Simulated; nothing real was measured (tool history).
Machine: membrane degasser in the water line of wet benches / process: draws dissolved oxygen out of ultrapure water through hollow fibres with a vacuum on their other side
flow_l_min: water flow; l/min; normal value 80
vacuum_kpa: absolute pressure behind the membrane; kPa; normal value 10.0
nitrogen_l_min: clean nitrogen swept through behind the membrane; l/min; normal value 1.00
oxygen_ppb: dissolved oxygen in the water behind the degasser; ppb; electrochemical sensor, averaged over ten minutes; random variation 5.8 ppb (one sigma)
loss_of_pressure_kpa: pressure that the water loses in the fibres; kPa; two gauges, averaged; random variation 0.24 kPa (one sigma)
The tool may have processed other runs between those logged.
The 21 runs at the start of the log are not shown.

run 22 hour=777.4 | flow_l_min=119 vacuum_kpa=12.5 nitrogen_l_min=1.10 | oxygen_ppb=1396.2 loss_of_pressure_kpa=92.54
run 23 hour=815.3 | flow_l_min=50 vacuum_kpa=6.2 nitrogen_l_min=1.77 | oxygen_ppb=195.5 loss_of_pressure_kpa=38.48
run 24 hour=861.8 | flow_l_min=104 vacuum_kpa=12.2 nitrogen_l_min=1.08 | oxygen_ppb=1263.8 loss_of_pressure_kpa=80.48
run 25 hour=890.4 | flow_l_min=68 vacuum_kpa=10.0 nitrogen_l_min=1.00 | oxygen_ppb=794.6 loss_of_pressure_kpa=52.66
run 26 hour=912.8 | flow_l_min=80 vacuum_kpa=10.0 nitrogen_l_min=0.53 | oxygen_ppb=1249.8 loss_of_pressure_kpa=62.15
run 27 hour=934.6 | flow_l_min=80 vacuum_kpa=10.0 nitrogen_l_min=0.53 | oxygen_ppb=1276.5 loss_of_pressure_kpa=61.72
run 28 hour=963.8 | flow_l_min=80 vacuum_kpa=13.6 nitrogen_l_min=0.53 | oxygen_ppb=1784.9 loss_of_pressure_kpa=61.83
run 29 hour=1002.6 | flow_l_min=92 vacuum_kpa=13.6 nitrogen_l_min=0.66 | oxygen_ppb=1735.0 loss_of_pressure_kpa=71.59
run 30 hour=1049.2 | flow_l_min=74 vacuum_kpa=13.6 nitrogen_l_min=0.66 | oxygen_ppb=1567.2 loss_of_pressure_kpa=57.31
run 31 hour=1091.5 | flow_l_min=91 vacuum_kpa=9.6 nitrogen_l_min=1.18 | oxygen_ppb=824.9 loss_of_pressure_kpa=70.19
run 32 hour=1143.1 | flow_l_min=91 vacuum_kpa=9.6 nitrogen_l_min=1.18 | oxygen_ppb=839.3 loss_of_pressure_kpa=71.00

Consider 4 possible next runs. They are alternatives, not a sequence: every one starts from the tool as it was left by run 32. What does each give?
-- hour=1167.5 vacuum gauge calibrated
run A hour=1188.8 | flow_l_min=91 vacuum_kpa=9.6 nitrogen_l_min=2.50 | oxygen_ppb=? loss_of_pressure_kpa=?
-- hour=1167.5 vacuum gauge calibrated
run B hour=1188.8 | flow_l_min=72 vacuum_kpa=11.8 nitrogen_l_min=1.21 | oxygen_ppb=? loss_of_pressure_kpa=?
-- hour=1167.5 vacuum gauge calibrated
run C hour=1188.8 | flow_l_min=51 vacuum_kpa=11.9 nitrogen_l_min=1.23 | oxygen_ppb=? loss_of_pressure_kpa=?
-- hour=1167.5 vacuum gauge calibrated
run D hour=1188.8 | flow_l_min=95 vacuum_kpa=11.1 nitrogen_l_min=1.18 | oxygen_ppb=? loss_of_pressure_kpa=?

run=A oxygen_ppb=476.3 loss_of_pressure_kpa=70.15
run=B oxygen_ppb=858.0 loss_of_pressure_kpa=55.83
run=C oxygen_ppb=672.1 loss_of_pressure_kpa=39.71
run=D oxygen_ppb=985.0 loss_of_pressure_kpa=73.63
Without the tool's hidden state the same runs would have given:
run=A oxygen_ppb=474.9 loss_of_pressure_kpa=69.83
run=B oxygen_ppb=858.9 loss_of_pressure_kpa=55.58
run=C oxygen_ppb=670.9 loss_of_pressure_kpa=39.53
run=D oxygen_ppb=987.1 loss_of_pressure_kpa=73.29
